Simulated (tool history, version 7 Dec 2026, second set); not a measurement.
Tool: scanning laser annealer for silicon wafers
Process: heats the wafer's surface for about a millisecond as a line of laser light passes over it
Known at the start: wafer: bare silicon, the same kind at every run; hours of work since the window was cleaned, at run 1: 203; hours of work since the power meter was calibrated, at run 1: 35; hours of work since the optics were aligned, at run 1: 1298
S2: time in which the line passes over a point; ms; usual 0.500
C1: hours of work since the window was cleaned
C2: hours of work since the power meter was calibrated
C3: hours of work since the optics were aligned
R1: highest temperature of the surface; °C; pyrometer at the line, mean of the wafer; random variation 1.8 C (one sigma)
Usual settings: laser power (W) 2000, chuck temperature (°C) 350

{"run": 1, "hour": 0.0, "laser power (W)": 2000, "S2": 0.5, "chuck temperature (°C)": 350, "C1": 203, "C2": 35, "C3": 1298, "R1": 1073}
{"run": 2, "hour": 16.4, "laser power (W)": 2000, "S2": 0.5, "chuck temperature (°C)": 350, "C1": 213, "C2": 46, "C3": 1309, "R1": 1069}
{"run": 3, "hour": 30.3, "laser power (W)": 2000, "S2": 0.5, "chuck temperature (°C)": 350, "C1": 222, "C2": 55, "C3": 1317, "R1": 1077}
{"run": 4, "hour": 45.4, "laser power (W)": 2000, "S2": 0.5, "chuck temperature (°C)": 350, "C1": 232, "C2": 65, "C3": 1327, "R1": 1075}
{"run": 5, "hour": 60.6, "laser power (W)": 2000, "S2": 0.5, "chuck temperature (°C)": 350, "C1": 242, "C2": 74, "C3": 1337, "R1": 1072}
{"run": 6, "hour": 73.1, "laser power (W)": 2000, "S2": 0.5, "chuck temperature (°C)": 350, "C1": 250, "C2": 82, "C3": 1345, "R1": 1073}
{"run": 7, "hour": 90.9, "laser power (W)": 2000, "S2": 0.5, "chuck temperature (°C)": 350, "C1": 261, "C2": 94, "C3": 1356, "R1": 1075}
{"run": 8, "hour": 104.4, "laser power (W)": 2000, "S2": 0.5, "chuck temperature (°C)": 350, "C1": 270, "C2": 103, "C3": 1365, "R1": 1073}
{"run": 9, "hour": 118.3, "laser power (W)": 2125, "S2": 0.5, "chuck temperature (°C)": 350, "C1": 279, "C2": 112, "C3": 1374, "R1": 1122}
{"run": 10, "hour": 132.9, "laser power (W)": 2000, "S2": 0.5, "chuck temperature (°C)": 350, "C1": 288, "C2": 121, "C3": 1383, "R1": 1075}
{"run": 11, "hour": 146.1, "laser power (W)": 2000, "S2": 0.5, "chuck temperature (°C)": 350, "C1": 297, "C2": 129, "C3": 1392, "R1": 1072}
{"run": 12, "hour": 157.4, "laser power (W)": 2000, "S2": 0.5, "chuck temperature (°C)": 350, "C1": 304, "C2": 137, "C3": 1399, "R1": 1072}
{"run": 13, "hour": 166.2, "laser power (W)": 2000, "S2": 0.5, "chuck temperature (°C)": 350, "C1": 310, "C2": 142, "C3": 1405, "R1": 1073}
{"run": 14, "hour": 178.7, "laser power (W)": 2000, "S2": 0.422, "chuck temperature (°C)": 350, "C1": 318, "C2": 150, "C3": 1413, "R1": 1023}
{"run": 15, "hour": 197.1, "laser power (W)": 2000, "S2": 0.422, "chuck temperature (°C)": 350, "C1": 330, "C2": 162, "C3": 1425, "R1": 1024}
{"run": 16, "hour": 215.5, "laser power (W)": 2190, "S2": 0.422, "chuck temperature (°C)": 350, "C1": 341, "C2": 174, "C3": 1437, "R1": 1091}
{"run": 17, "hour": 223.7, "laser power (W)": 1801, "S2": 0.5, "chuck temperature (°C)": 350, "C1": 347, "C2": 179, "C3": 1442, "R1": 998}
{"run": 18, "hour": 237.7, "laser power (W)": 1801, "S2": 0.5, "chuck temperature (°C)": 350, "C1": 356, "C2": 188, "C3": 1451, "R1": 1000}
{"run": 19, "hour": 249.4, "laser power (W)": 1801, "S2": 0.5, "chuck temperature (°C)": 337, "C1": 363, "C2": 196, "C3": 1458, "R1": 985}
{"run": 20, "hour": 265.4, "laser power (W)": 2000, "S2": 0.57, "chuck temperature (°C)": 350, "C1": 374, "C2": 206, "C3": 1469, "R1": 1114}
{"run": 21, "hour": 281.4, "laser power (W)": 2000, "S2": 0.5, "chuck temperature (°C)": 350, "C1": 384, "C2": 216, "C3": 1479, "R1": 1070}
{"run": 22, "hour": 295.5, "laser power (W)": 2000, "S2": 0.5, "chuck temperature (°C)": 350, "C1": 393, "C2": 225, "C3": 1488, "R1": 1071}
{"run": 23, "hour": 314.2, "laser power (W)": 2002, "S2": 0.55, "chuck temperature (°C)": 356, "C1": 405, "C2": 238, "C3": 1500, "R1": 1114}
{"run": 24, "hour": 325.7, "laser power (W)": 1952, "S2": 0.437, "chuck temperature (°C)": 312, "C1": 412, "C2": 245, "C3": 1508, "R1": 979}
{"run": 25, "hour": 334.4, "laser power (W)": 1890, "S2": 0.592, "chuck temperature (°C)": 354, "C1": 418, "C2": 251, "C3": 1513, "R1": 1086}
{"run": 26, "hour": 349.1, "laser power (W)": 1890, "S2": 0.592, "chuck temperature (°C)": 354, "C1": 427, "C2": 260, "C3": 1523, "R1": 1084}
{"run": 27, "hour": 365.2, "laser power (W)": 1890, "S2": 0.592, "chuck temperature (°C)": 354, "C1": 438, "C2": 270, "C3": 1533, "R1": 1086}
{"run": 28, "hour": 379.9, "laser power (W)": 1890, "S2": 0.592, "chuck temperature (°C)": 354, "C1": 447, "C2": 280, "C3": 1542, "R1": 1088}
{"run": 29, "hour": 390.9, "laser power (W)": 1890, "S2": 0.592, "chuck temperature (°C)": 354, "C1": 454, "C2": 287, "C3": 1549, "R1": 1085}
{"run": 30, "hour": 409.5, "laser power (W)": 1987, "S2": 0.401, "chuck temperature (°C)": 354, "C1": 466, "C2": 299, "C3": 1562, "R1": 1008}
{"run": 31, "hour": 420.9, "laser power (W)": 1987, "S2": 0.466, "chuck temperature (°C)": 354, "C1": 474, "C2": 306, "C3": 1569, "R1": 1050}
{"run": 32, "hour": 436.3, "laser power (W)": 1796, "S2": 0.385, "chuck temperature (°C)": 383, "C1": 484, "C2": 316, "C3": 1579, "R1": 959}
{"run": 33, "hour": 454.7, "laser power (W)": 1881, "S2": 0.569, "chuck temperature (°C)": 350, "C1": 495, "C2": 328, "C3": 1591, "R1": 1067}
{"run": 34, "hour": 470.0, "laser power (W)": 1777, "S2": 0.388, "chuck temperature (°C)": 321, "C1": 505, "C2": 338, "C3": 1600, "R1": 895}
{"run": 35, "hour": 485.5, "laser power (W)": 1856, "S2": 0.617, "chuck temperature (°C)": 313, "C1": 515, "C2": 348, "C3": 1610, "R1": 1046}
{"run": 36, "hour": 495.5, "laser power (W)": 1942, "S2": 0.548, "chuck temperature (°C)": 333, "C1": 522, "C2": 354, "C3": 1617, "R1": 1057}
{"run": 37, "hour": 506.2, "laser power (W)": 1942, "S2": 0.519, "chuck temperature (°C)": 333, "C1": 529, "C2": 361, "C3": 1624, "R1": 1046}
{"run": 38, "hour": 520.0, "laser power (W)": 2000, "S2": 0.436, "chuck temperature (°C)": 324, "C1": 537, "C2": 370, "C3": 1633, "R1": 1002}
{"run": 39, "hour": 536.1, "laser power (W)": 2000, "S2": 0.436, "chuck temperature (°C)": 324, "C1": 548, "C2": 380, "C3": 1643, "R1": 1008}
{"run": 40, "hour": 544.1, "laser power (W)": 2000, "S2": 0.436, "chuck temperature (°C)": 324, "C1": 553, "C2": 385, "C3": 1648, "R1": 1005}
{"run": 41, "hour": 560.3, "laser power (W)": 2000, "S2": 0.485, "chuck temperature (°C)": 372, "C1": 563, "C2": 396, "C3": 1659, "R1": 1083}

Forecast each of these 3 alternatives for the next run:
{"run": "A", "hour": 574.8, "laser power (W)": 2024, "S2": 0.5, "chuck temperature (°C)": 321, "C1": 573, "C2": 405, "C3": 1668, "R1": "?"}
{"run": "B", "hour": 574.8, "laser power (W)": 1701, "S2": 0.473, "chuck temperature (°C)": 350, "C1": 573, "C2": 405, "C3": 1668, "R1": "?"}
{"run": "C", "hour": 574.8, "laser power (W)": 2033, "S2": 0.486, "chuck temperature (°C)": 350, "C1": 573, "C2": 405, "C3": 1668, "R1": "?"}

run=A R1=1055
run=B R1=944
run=C R1=1076
Without the tool's hidden state the same runs would have given:
run=A R1=1056
run=B R1=944
run=C R1=1077
